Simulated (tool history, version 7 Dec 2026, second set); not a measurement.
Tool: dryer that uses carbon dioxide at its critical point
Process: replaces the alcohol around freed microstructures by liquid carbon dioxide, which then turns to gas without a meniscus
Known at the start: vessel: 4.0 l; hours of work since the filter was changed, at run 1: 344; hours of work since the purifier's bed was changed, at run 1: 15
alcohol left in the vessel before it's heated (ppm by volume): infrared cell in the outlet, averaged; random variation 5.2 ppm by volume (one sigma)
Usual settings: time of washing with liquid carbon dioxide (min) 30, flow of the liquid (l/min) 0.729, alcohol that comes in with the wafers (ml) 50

run,hour,time of washing with liquid carbon dioxide (min),flow of the liquid (l/min),alcohol that comes in with the wafers (ml),hours of work since the filter was changed,hours of work since the purifier's bed was changed,alcohol left in the vessel before it's heated (ppm by volume)
1,0,30,0.729,50,344,15,151
2,20.4,30,0.729,50,352,23,149
3,50.2,30,0.729,50,363,35,155
4,78,30,0.729,50,374,45,156
5,107.1,30,0.729,50,385,56,155
6,125.1,30,0.729,50,392,63,162
7,159.5,33,0.729,50,405,76,111
8,191.1,33,0.729,36,417,89,80
9,227.8,30,0.798,50,431,103,114
10,263.9,30,0.729,50,445,116,172
11,286.2,30,0.729,50,453,125,188
12,318.1,30,0.729,50,466,137,179
13,354.5,30,0.729,50,479,151,193
14,379.9,30,0.664,50,489,161,264
15,402.2,30,0.664,50,498,169,275
16,434.5,30,0.664,50,510,182,273
# hour 446: inlet filter changed
17,453.1,30,0.664,50,3,188,134
18,476.1,30,0.572,50,12,197,243
19,495.8,30,0.572,50,19,205,247
20,524.3,30,0.572,50,30,216,251
21,561,30,0.572,50,44,230,263
22,588,30,0.572,50,54,240,257
23,607.6,30,0.572,50,62,248,262
24,625.8,30,0.572,50,69,255,268
25,655.3,30,0.572,50,80,266,272
26,670.8,40,0.729,50,86,272,30
27,707.4,40,0.729,50,100,286,37
28,734.2,40,0.729,50,110,296,39
29,763,40,0.729,50,121,307,39
30,779.4,40,0.729,50,128,313,41
31,806.8,23,0.604,35,138,324,441
32,843.8,23,0.604,35,152,338,426
33,870.1,23,0.604,35,162,348,419
34,906.9,23,0.604,35,176,362,437
35,934.2,23,0.604,35,187,373,449
36,956.3,21,0.701,50,195,381,533
37,974.4,27,1.02,24,202,388,36
38,1000,29,0.729,50,212,398,153
39,1015.6,29,0.729,50,218,404,148

The next listed run, before its measurement:
40,1048.9,48,1.157,48,231,417,?

alcohol left in the vessel before it's heated (ppm by volume): 25
Without the tool's hidden state the same run would have given alcohol left in the vessel before it's heated (ppm by volume) 8.
